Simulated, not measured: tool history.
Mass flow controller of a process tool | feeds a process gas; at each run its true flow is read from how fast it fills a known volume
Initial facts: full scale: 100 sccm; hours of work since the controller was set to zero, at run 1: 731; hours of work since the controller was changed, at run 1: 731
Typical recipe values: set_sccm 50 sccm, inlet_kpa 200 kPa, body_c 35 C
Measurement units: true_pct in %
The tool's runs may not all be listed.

run	day	set_sccm	inlet_kpa	body_c	hours of work since the controller was set to zero	hours of work since the controller was changed	true_pct
1	0	50	200	35	731	731	100.42
2	1.621	50	200	35	747	747	100.19
3	4.296	50	200	35	773	773	100.46
4	6.221	50	200	35	792	792	100.31
5	9.538	50	200	35	825	825	100.34
6	12.546	22	200	35	855	855	100.46
7	15.825	22	229	35	887	887	100.51
8	17.883	22	229	35	907	907	100.37
9	20.442	22	229	35	932	932	100.7
10	23.592	50	191	35	963	963	100.32
11	25.558	50	206	35	982	982	100.26
# day 25.892: controller's zero set anew
12	27.925	50	159	35	20	1005	100.42
13	30.704	50	159	35	47	1033	100.53
14	33.233	50	159	35	72	1058	100.51
# day 33.562: controller's zero set anew, once more
15	36.242	50	200	35	26	1087	100
16	37.946	50	200	35	43	1104	100.08
17	40.046	50	200	35	64	1124	100.14
18	42.796	62	200	35	91	1151	100.02
19	45.4	12	200	35	116	1177	100.24
20	47.788	36	169	27	140	1200	99.32
21	50.242	41	200	40	164	1225	100.46
22	52.35	41	200	40	185	1245	100.5
23	53.758	41	154	25	198	1259	99.21
24	55.3	21	200	35	214	1274	100.14
25	56.921	46	200	39	229	1290	100.32
26	60.042	46	200	39	260	1321	100.27
27	61.567	45	194	38	275	1336	100.14
28	64.408	50	161	30	303	1364	99.67
29	65.862	50	163	35	317	1378	99.99
30	68.954	10	169	35	348	1408	100.52
31	70.875	50	200	21	367	1427	98.9
32	72.692	31	156	35	384	1445	99.93
33	75.792	88	260	27	415	1476	99.75
34	78.179	21	260	27	438	1499	99.62
35	81.267	21	260	27	469	1529	99.48

4 options for the next run, each taken on its own from the tool as it stands now. Forecast them:
A	83.088	12	247	25	487	1547	?
B	83.088	28	150	20	487	1547	?
C	83.088	59	208	21	487	1547	?
D	83.088	13	200	35	487	1547	?

run	true_pct
A	99.75
B	98.72
C	98.94
D	100.5
Without the tool's hidden state the same runs would have given:
run	true_pct
A	99.43
B	98.94
C	99.37
D	100.26

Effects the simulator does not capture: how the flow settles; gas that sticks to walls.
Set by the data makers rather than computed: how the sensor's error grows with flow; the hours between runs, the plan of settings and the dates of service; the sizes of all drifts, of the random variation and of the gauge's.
